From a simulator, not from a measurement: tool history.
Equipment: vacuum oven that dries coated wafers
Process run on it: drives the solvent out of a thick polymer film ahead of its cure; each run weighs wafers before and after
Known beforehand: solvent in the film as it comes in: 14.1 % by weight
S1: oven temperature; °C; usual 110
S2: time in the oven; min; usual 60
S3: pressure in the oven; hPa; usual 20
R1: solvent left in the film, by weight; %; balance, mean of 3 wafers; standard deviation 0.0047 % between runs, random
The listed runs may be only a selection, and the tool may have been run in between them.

run,hour,S1,S2,S3,R1
1,0,110,60,20,1.422
2,8.5,110,60,10.7,1.218
3,16.1,110,60,19.7,1.418
4,24.3,111,60,20,1.303
5,35.3,111,60,20,1.297
6,42.4,111,60,20,1.317
7,48.2,111,60,20,1.304
8,53.8,111,60,20,1.306
9,67.2,110,60,23.7,1.513
10,76,110,60,23.7,1.501
# hour 84: oven's thermocouples calibrated
11,84,110,60,23.7,1.619
12,94.9,110,60,23.7,1.614
13,102.8,110,45,23.7,2.453
14,111.5,110,45,23.7,2.436
15,121.4,110,60,20,1.533
16,133.3,117,60,20,0.812
17,139.8,117,60,20,0.813
18,152.5,110,60,20,1.53
19,166.3,110,60,20,1.532
20,177.6,112,60,20,1.281
21,188.1,110,35,20,3.254
22,194.4,110,35,20,3.254
23,202.2,110,60,20,1.521
24,208.1,110,60,20,1.524
# hour 210.7: vacuum gauge cleaned of residue and calibrated
25,222.7,110,60,20,1.525
26,236.3,110,60,20,1.523
27,245.1,110,60,20,1.525
28,252.1,123,60,20,0.485
29,260.6,123,60,20,0.489
30,270.9,110,58,20,1.605
# hour 274: vacuum gauge cleaned of residue and calibrated, once more
31,278.2,110,58,20,1.579
32,287.6,111,77,13.6,0.77
33,293.2,96,45,14.3,5.011
34,304.3,96,45,14.3,5.021
35,314.8,110,92,25.6,0.883
36,326.8,120,95,25.6,0.463
37,335.3,108,60,20,1.754
38,341.4,96,60,11.9,3.777
39,351.3,97,78,64,4.213
40,361.4,114,35,35.7,2.741
41,367.6,113,34,20,2.749
42,375.9,122,60,20,0.492
43,386.3,110,59,15.6,1.424
44,399.7,110,59,15.6,1.426
45,409.2,120,85,20,0.397
46,419.1,120,85,20,0.39
47,431.1,110,75,20,1.015

Selected run-to-run steps in R1, each split into two signed amounts: the part the tool would show with no hidden state at all (from settings, incoming material and random variation), and the remainder, which goes to the hidden state together with any gauge scatter not common to the measured and the hidden-state-free results:
What the log doesn't record here: true wafer temperature over the reading, C; true pressure over the reading, kPa; drift of the gauge itself on solvent_pct, %.
Run 10 -> 11: oven's thermocouples calibrated. R1 +0.118 %: hidden state +0.114, all else +0.004.
Run 32 -> 33: S1 111 -> 96, S2 77 -> 45, S3 13.6 -> 14.3. R1 +4.241 %: hidden state -0.074, all else +4.315.
Run 34 -> 35: S1 96 -> 110, S2 45 -> 92, S3 14.3 -> 25.6. R1 -4.138 %: hidden state +0.08, all else -4.218.
Run 41 -> 42: S1 113 -> 122, S2 34 -> 60. R1 -2.257 %: hidden state +0.084, all else -2.341.
